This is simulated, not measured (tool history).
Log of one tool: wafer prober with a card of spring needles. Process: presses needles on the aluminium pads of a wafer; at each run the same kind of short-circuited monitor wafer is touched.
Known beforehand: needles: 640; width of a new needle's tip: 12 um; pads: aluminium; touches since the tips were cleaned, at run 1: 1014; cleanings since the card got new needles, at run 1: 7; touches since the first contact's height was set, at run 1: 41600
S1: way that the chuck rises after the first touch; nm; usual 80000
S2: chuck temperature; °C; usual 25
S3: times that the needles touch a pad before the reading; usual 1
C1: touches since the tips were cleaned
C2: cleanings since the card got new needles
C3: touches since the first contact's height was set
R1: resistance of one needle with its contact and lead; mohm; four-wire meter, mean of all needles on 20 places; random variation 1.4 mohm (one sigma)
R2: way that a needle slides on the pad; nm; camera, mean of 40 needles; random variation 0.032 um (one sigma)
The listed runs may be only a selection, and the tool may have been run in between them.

{"run": 1, "day": 0.0, "S1": 80000, "S2": 25, "S3": 1, "C1": 1014, "C2": 7, "C3": 41600, "R1": 131, "R2": 20790}
{"day": 0.679, "done": "tips cleaned on abrasive film"}
{"day": 1.396, "done": "tips cleaned on abrasive film"}
{"day": 2.262, "done": "tips cleaned on abrasive film"}
{"run": 2, "day": 2.717, "S1": 80000, "S2": 25, "S3": 1, "C1": 3199, "C2": 10, "C3": 60690, "R1": 132, "R2": 20790}
{"day": 3.079, "done": "tips cleaned on abrasive film"}
{"day": 3.938, "done": "tips cleaned on abrasive film"}
{"run": 3, "day": 4.254, "S1": 80000, "S2": 25, "S3": 1, "C1": 2227, "C2": 12, "C3": 71467, "R1": 130, "R2": 20770}
{"day": 4.792, "done": "tips cleaned on abrasive film"}
{"day": 5.667, "done": "tips cleaned on abrasive film"}
{"day": 6.562, "done": "tips cleaned on abrasive film"}
{"day": 7.454, "done": "tips cleaned on abrasive film"}
{"run": 4, "day": 7.779, "S1": 80000, "S2": 25, "S3": 1, "C1": 2305, "C2": 16, "C3": 96239, "R1": 130, "R2": 20780}
{"day": 8.275, "done": "tips cleaned on abrasive film"}
{"day": 8.992, "done": "tips cleaned on abrasive film"}
{"run": 5, "day": 9.496, "S1": 80000, "S2": 25, "S3": 1, "C1": 3548, "C2": 18, "C3": 108285, "R1": 129, "R2": 20780}
{"day": 9.854, "done": "tips cleaned on abrasive film"}
{"day": 10.696, "done": "tips cleaned on abrasive film"}
{"day": 11.592, "done": "tips cleaned on abrasive film"}
{"run": 6, "day": 12.154, "S1": 80000, "S2": 25, "S3": 1, "C1": 3973, "C2": 21, "C3": 126986, "R1": 129, "R2": 20770}
{"day": 12.338, "done": "tips cleaned on abrasive film"}
{"day": 13.233, "done": "tips cleaned on abrasive film"}
{"day": 14.129, "done": "tips cleaned on abrasive film"}
{"run": 7, "day": 14.792, "S1": 80000, "S2": 25, "S3": 1, "C1": 4668, "C2": 24, "C3": 145504, "R1": 131, "R2": 20750}
{"day": 14.975, "done": "tips cleaned on abrasive film"}
{"day": 15.871, "done": "tips cleaned on abrasive film"}
{"day": 16.758, "done": "tips cleaned on abrasive film"}
{"day": 17.479, "done": "tips cleaned on abrasive film"}
{"day": 18.375, "done": "tips cleaned on abrasive film"}
{"run": 8, "day": 18.442, "S1": 80000, "S2": 27, "S3": 1, "C1": 464, "C2": 29, "C3": 171103, "R1": 129, "R2": 20880}
{"day": 18.629, "done": "height of the first contact set anew"}
{"day": 19.167, "done": "tips cleaned on abrasive film"}
{"day": 19.883, "done": "tips cleaned on abrasive film"}
{"day": 20.779, "done": "tips cleaned on abrasive film"}
{"run": 9, "day": 21.312, "S1": 80000, "S2": 27, "S3": 1, "C1": 3755, "C2": 32, "C3": 18836, "R1": 129, "R2": 20880}
{"day": 21.675, "done": "tips cleaned on abrasive film"}
{"day": 22.392, "done": "tips cleaned on abrasive film"}
{"day": 23.271, "done": "tips cleaned on abrasive film"}
{"day": 24.167, "done": "tips cleaned on abrasive film"}
{"run": 10, "day": 24.3, "S1": 80000, "S2": 27, "S3": 1, "C1": 960, "C2": 36, "C3": 39814, "R1": 131, "R2": 20870}
{"day": 25.021, "done": "tips cleaned on abrasive film"}
{"day": 25.904, "done": "tips cleaned on abrasive film"}
{"day": 26.8, "done": "tips cleaned on abrasive film"}
{"day": 27.696, "done": "tips cleaned on abrasive film"}
{"run": 11, "day": 27.921, "S1": 80000, "S2": 27, "S3": 1, "C1": 1585, "C2": 40, "C3": 65239, "R1": 131, "R2": 20860}
{"day": 28.433, "done": "tips cleaned on abrasive film"}
{"day": 29.317, "done": "tips cleaned on abrasive film"}
{"run": 12, "day": 29.896, "S1": 80000, "S2": 27, "S3": 1, "C1": 4108, "C2": 42, "C3": 79135, "R1": 129, "R2": 20890}
{"day": 30.079, "done": "tips cleaned on abrasive film"}
{"day": 30.975, "done": "tips cleaned on abrasive film"}
{"day": 31.812, "done": "tips cleaned on abrasive film"}
{"run": 13, "day": 31.812, "S1": 80000, "S2": 27, "S3": 1, "C1": 0, "C2": 45, "C3": 92569, "R1": 131, "R2": 20880}
{"day": 32.533, "done": "tips cleaned on abrasive film"}
{"day": 33.429, "done": "tips cleaned on abrasive film"}
{"day": 34.325, "done": "tips cleaned on abrasive film"}
{"day": 35.175, "done": "tips cleaned on abrasive film"}
{"run": 14, "day": 35.25, "S1": 98000, "S2": 32, "S3": 1, "C1": 508, "C2": 49, "C3": 116696, "R1": 130, "R2": 25550}
{"day": 35.946, "done": "tips cleaned on abrasive film"}
{"day": 36.817, "done": "tips cleaned on abrasive film"}
{"run": 15, "day": 37.408, "S1": 98000, "S2": 32, "S3": 1, "C1": 4179, "C2": 51, "C3": 131889, "R1": 130, "R2": 25560}
{"day": 37.592, "done": "tips cleaned on abrasive film"}
{"day": 38.446, "done": "tips cleaned on abrasive film"}
{"day": 39.321, "done": "tips cleaned on abrasive film"}
{"day": 40.192, "done": "tips cleaned on abrasive film"}
{"run": 16, "day": 40.892, "S1": 80000, "S2": 36, "S3": 2, "C1": 4946, "C2": 55, "C3": 156354, "R1": 133, "R2": 20900}
{"day": 41.075, "done": "tips cleaned on abrasive film"}
{"day": 41.971, "done": "tips cleaned on abrasive film"}
{"day": 42.867, "done": "tips cleaned on abrasive film"}
{"day": 43.233, "done": "height of the first contact set anew"}
{"run": 17, "day": 43.588, "S1": 80000, "S2": 36, "S3": 2, "C1": 4998, "C2": 58, "C3": 2479, "R1": 132, "R2": 20900}
{"day": 43.771, "done": "tips cleaned on abrasive film"}
{"day": 44.667, "done": "tips cleaned on abrasive film"}
{"day": 45.538, "done": "tips cleaned on abrasive film"}
{"run": 18, "day": 45.996, "S1": 80000, "S2": 36, "S3": 2, "C1": 3242, "C2": 61, "C3": 19398, "R1": 132, "R2": 20890}
{"day": 46.354, "done": "tips cleaned on abrasive film"}
{"day": 47.221, "done": "tips cleaned on abrasive film"}
{"day": 48.1, "done": "tips cleaned on abrasive film"}
{"run": 19, "day": 48.762, "S1": 80000, "S2": 50, "S3": 2, "C1": 4668, "C2": 64, "C3": 38825, "R1": 133, "R2": 20960}
{"day": 48.946, "done": "tips cleaned on abrasive film"}
{"day": 49.825, "done": "tips cleaned on abrasive film"}
{"day": 50.721, "done": "tips cleaned on abrasive film"}
{"day": 51.583, "done": "tips cleaned on abrasive film"}
{"run": 20, "day": 51.658, "S1": 76000, "S2": 45, "S3": 2, "C1": 518, "C2": 68, "C3": 59156, "R1": 134, "R2": 19860}
{"day": 52.375, "done": "tips cleaned on abrasive film"}
{"day": 53.096, "done": "tips cleaned on abrasive film"}
{"day": 53.992, "done": "tips cleaned on abrasive film"}
{"run": 21, "day": 54.275, "S1": 97000, "S2": 25, "S3": 2, "C1": 1993, "C2": 71, "C3": 77526, "R1": 131, "R2": 25340}
{"day": 54.812, "done": "tips cleaned on abrasive film"}
{"day": 55.679, "done": "tips cleaned on abrasive film"}
{"day": 56.575, "done": "tips cleaned on abrasive film"}
{"day": 57.288, "done": "gauge calibrated"}
{"day": 57.471, "done": "tips cleaned on abrasive film"}
{"run": 22, "day": 57.762, "S1": 84000, "S2": 25, "S3": 2, "C1": 2046, "C2": 75, "C3": 102026, "R1": 128, "R2": 21720}
{"day": 58.283, "done": "tips cleaned on abrasive film"}
{"day": 59.179, "done": "tips cleaned on abrasive film"}
{"run": 23, "day": 59.733, "S1": 80000, "S2": 49, "S3": 2, "C1": 3900, "C2": 77, "C3": 115880, "R1": 133, "R2": 20770}
{"day": 59.917, "done": "tips cleaned on abrasive film"}
{"day": 60.633, "done": "tips cleaned on abrasive film"}
{"day": 61.392, "done": "tips cleaned on abrasive film"}
{"run": 24, "day": 61.392, "S1": 91000, "S2": 67, "S3": 3, "C1": 0, "C2": 80, "C3": 127497, "R1": 137, "R2": 23570}
{"day": 62.271, "done": "tips cleaned on abrasive film"}
{"run": 25, "day": 62.95, "S1": 91000, "S2": 67, "S3": 3, "C1": 4813, "C2": 81, "C3": 138477, "R1": 138, "R2": 23660}
{"day": 63.133, "done": "tips cleaned on abrasive film"}
{"day": 64.025, "done": "tips cleaned on abrasive film"}
{"run": 26, "day": 64.5, "S1": 94000, "S2": 71, "S3": 3, "C1": 3375, "C2": 83, "C3": 149363, "R1": 136, "R2": 24360}

What if the next run were any one of these 3? Each begins from the tool's condition after run 26:
{"day": 64.833, "done": "tips cleaned on abrasive film"}
{"day": 65.7, "done": "tips cleaned on abrasive film"}
{"day": 66.583, "done": "tips cleaned on abrasive film"}
{"day": 67.479, "done": "tips cleaned on abrasive film"}
{"day": 67.85, "done": "height of the first contact set anew"}
{"run": "A", "day": 68.062, "S1": 78000, "S2": 71, "S3": 1, "C1": 4035, "C2": 87, "C3": 1515, "R1": "?", "R2": "?"}
{"day": 64.833, "done": "tips cleaned on abrasive film"}
{"day": 65.7, "done": "tips cleaned on abrasive film"}
{"day": 66.583, "done": "tips cleaned on abrasive film"}
{"day": 67.479, "done": "tips cleaned on abrasive film"}
{"day": 67.85, "done": "height of the first contact set anew"}
{"run": "B", "day": 68.062, "S1": 88000, "S2": 36, "S3": 1, "C1": 4035, "C2": 87, "C3": 1515, "R1": "?", "R2": "?"}
{"day": 64.833, "done": "tips cleaned on abrasive film"}
{"day": 65.7, "done": "tips cleaned on abrasive film"}
{"day": 66.583, "done": "tips cleaned on abrasive film"}
{"day": 67.479, "done": "tips cleaned on abrasive film"}
{"day": 67.85, "done": "height of the first contact set anew"}
{"run": "C", "day": 68.062, "S1": 83000, "S2": 59, "S3": 2, "C1": 4035, "C2": 87, "C3": 1515, "R1": "?", "R2": "?"}

run=A R1=136 R2=20290
run=B R1=132 R2=22890
run=C R1=136 R2=21570
Take away the tool's hidden state, keep each run's random variation, and the runs would have read:
run=A R1=136 R2=20260
run=B R1=132 R2=22840
run=C R1=136 R2=21520
